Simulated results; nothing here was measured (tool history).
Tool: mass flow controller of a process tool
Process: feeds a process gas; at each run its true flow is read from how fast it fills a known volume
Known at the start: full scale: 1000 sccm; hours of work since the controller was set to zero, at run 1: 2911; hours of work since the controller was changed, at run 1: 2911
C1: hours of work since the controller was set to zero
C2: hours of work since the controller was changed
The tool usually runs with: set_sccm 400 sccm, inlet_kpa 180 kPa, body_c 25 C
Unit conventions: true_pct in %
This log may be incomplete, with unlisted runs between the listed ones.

Run 1, hour 0: usual settings; C1 2911; C2 2911. Result: true_pct 99.84 %.
Run 2, hour 194.3: usual settings; C1 3045; C2 3045. Result: true_pct 100 %.
Run 3, hour 374: usual settings; C1 3170; C2 3170. Result: true_pct 99.9 %.
Run 4, hour 543.9: usual settings but body_c 21 C; C1 3288; C2 3288. Result: true_pct 100.35 %.
Run 5, hour 638.2: usual settings but body_c 21 C; C1 3353; C2 3353. Result: true_pct 100.29 %.
Run 6, hour 828.9: usual settings but body_c 21 C; C1 3485; C2 3485. Result: true_pct 100.42 %.
Run 7, hour 934: usual settings; C1 3558; C2 3558. Result: true_pct 100.21 %.
Run 8, hour 1089.6: usual settings; C1 3666; C2 3666. Result: true_pct 100.2 %.
Run 9, hour 1248.4: usual settings but set_sccm 750 sccm; C1 3776; C2 3776. Result: true_pct 100.49 %.
Run 10, hour 1426.8: usual settings but set_sccm 750 sccm; C1 3900; C2 3900. Result: true_pct 100.54 %.
Run 11, hour 1571.9: usual settings but body_c 27 C; C1 4000; C2 4000. Result: true_pct 100.3 %.
Run 12, hour 1754.9: usual settings but body_c 27 C; C1 4127; C2 4127. Result: true_pct 100.42 %.
Run 13, hour 1986.6: usual settings but body_c 27 C; C1 4288; C2 4288. Result: true_pct 100.59 %.
Run 14, hour 2122.9: usual settings but body_c 36 C; C1 4382; C2 4382. Result: true_pct 100.02 %.
Run 15, hour 2295.6: usual settings but set_sccm 191 sccm; C1 4502; C2 4502. Result: true_pct 102.11 %.
Run 16, hour 2393.8: usual settings but set_sccm 191 sccm; C1 4570; C2 4570. Result: true_pct 102.19 %.
Run 17, hour 2538: usual settings but set_sccm 191 sccm, inlet_kpa 166 kPa; C1 4670; C2 4670. Result: true_pct 102.42 %.
Run 18, hour 2669.1: usual settings; C1 4761; C2 4761. Result: true_pct 100.85 %.
Run 19, hour 2894.9: usual settings but inlet_kpa 175 kPa; C1 4918; C2 4918. Result: true_pct 100.88 %.
At hour 2963.8: controller's zero set anew.
Run 20, hour 3037.1: usual settings but body_c 23 C; C1 51; C2 5016. Result: true_pct 101.35 %.
Run 21, hour 3232.1: usual settings but body_c 23 C; C1 186; C2 5151. Result: true_pct 101.28 %.
At hour 3334.6: controller's zero set anew, once more.
Run 22, hour 3348.8: usual settings; C1 10; C2 5232. Result: true_pct 98.92 %.
Run 23, hour 3544.6: usual settings; C1 146; C2 5367. Result: true_pct 99.01 %.
Run 24, hour 3651.8: usual settings; C1 220; C2 5442. Result: true_pct 99.24 %.
Run 25, hour 3872.1: usual settings but set_sccm 273 sccm, inlet_kpa 216 kPa, body_c 32 C; C1 373; C2 5595. Result: true_pct 98.8 %.
Run 26, hour 3985.5: usual settings but set_sccm 805 sccm, inlet_kpa 238 kPa, body_c 32 C; C1 451; C2 5673. Result: true_pct 99.87 %.
Run 27, hour 4139.2: usual settings but set_sccm 210 sccm, body_c 40 C; C1 558; C2 5780. Result: true_pct 98.4 %.
Run 28, hour 4254: usual settings but set_sccm 200 sccm, inlet_kpa 233 kPa, body_c 23 C; C1 637; C2 5859. Result: true_pct 99.33 %.
Run 29, hour 4407.3: usual settings but set_sccm 630 sccm, inlet_kpa 174 kPa, body_c 30 C; C1 744; C2 5966. Result: true_pct 99.52 %.
Run 30, hour 4637.3: usual settings but set_sccm 630 sccm, inlet_kpa 174 kPa, body_c 30 C; C1 903; C2 6125. Result: true_pct 99.59 %.
Run 31, hour 4844.6: usual settings but set_sccm 630 sccm, inlet_kpa 142 kPa, body_c 30 C; C1 1047; C2 6269. Result: true_pct 99.58 %.
Run 32, hour 4974: usual settings but set_sccm 261 sccm, inlet_kpa 177 kPa, body_c 32 C; C1 1137; C2 6359. Result: true_pct 99.21 %.
Run 33, hour 5206: usual settings but set_sccm 261 sccm, inlet_kpa 177 kPa, body_c 32 C; C1 1298; C2 6519. Result: true_pct 99.09 %.
Run 34, hour 5361.8: usual settings but inlet_kpa 165 kPa, body_c 37 C; C1 1405; C2 6627. Result: true_pct 98.98 %.
Run 35, hour 5532.5: usual settings but inlet_kpa 165 kPa, body_c 37 C; C1 1524; C2 6746. Result: true_pct 99.17 %.
Run 36, hour 5655.2: usual settings but inlet_kpa 220 kPa; C1 1609; C2 6831. Result: true_pct 99.89 %.
Run 37, hour 5865.9: usual settings but set_sccm 417 sccm, inlet_kpa 241 kPa, body_c 34 C; C1 1755; C2 6977. Result: true_pct 99.59 %.
Run 38, hour 6015.5: usual settings but set_sccm 417 sccm, inlet_kpa 241 kPa, body_c 34 C; C1 1859; C2 7081. Result: true_pct 99.61 %.
Run 39, hour 6168.4: usual settings but set_sccm 417 sccm, inlet_kpa 241 kPa, body_c 34 C; C1 1965; C2 7187. Result: true_pct 99.46 %.
Run 40, hour 6272.3: usual settings but set_sccm 417 sccm, inlet_kpa 241 kPa, body_c 34 C; C1 2037; C2 7259. Result: true_pct 99.7 %.
Run 41, hour 6476.1: usual settings but set_sccm 417 sccm, inlet_kpa 241 kPa, body_c 34 C; C1 2178; C2 7400. Result: true_pct 99.76 %.
Run 42, hour 6681.4: usual settings but set_sccm 213 sccm, inlet_kpa 172 kPa, body_c 32 C; C1 2320; C2 7542. Result: true_pct 100.16 %.
Run 43, hour 6804.2: usual settings but set_sccm 465 sccm, inlet_kpa 155 kPa; C1 2406; C2 7627. Result: true_pct 100.08 %.
Run 44, hour 6999.4: usual settings but set_sccm 465 sccm, inlet_kpa 155 kPa; C1 2541; C2 7763. Result: true_pct 100.4 %.
Run 45, hour 7155.8: usual settings but inlet_kpa 177 kPa; C1 2649; C2 7871. Result: true_pct 100.16 %.

Consider 5 possible next runs. They are alternatives, not a sequence: every one starts from the tool as it was left by run 45. What does each give?
Run A, hour 7268: usual settings but set_sccm 812 sccm, inlet_kpa 222 kPa, body_c 28 C; C1 2727; C2 7949. Result: true_pct ?.
Run B, hour 7268: usual settings but set_sccm 531 sccm, inlet_kpa 177 kPa; C1 2727; C2 7949. Result: true_pct ?.
Run C, hour 7268: usual settings but set_sccm 730 sccm, inlet_kpa 266 kPa; C1 2727; C2 7949. Result: true_pct ?.
Run D, hour 7268: usual settings but set_sccm 230 sccm, inlet_kpa 227 kPa, body_c 26 C; C1 2727; C2 7949. Result: true_pct ?.
Run E, hour 7268: usual settings but inlet_kpa 147 kPa; C1 2727; C2 7949. Result: true_pct ?.

run  true_pct
  A    100.65
  B    100.41
  C    100.63
  D    100.77
  E    100.25
Had the tool no hidden state, the same runs would have come out as:
run  true_pct
  A     99.41
  B     98.87
  C     99.32
  D      98.1
  E     98.43
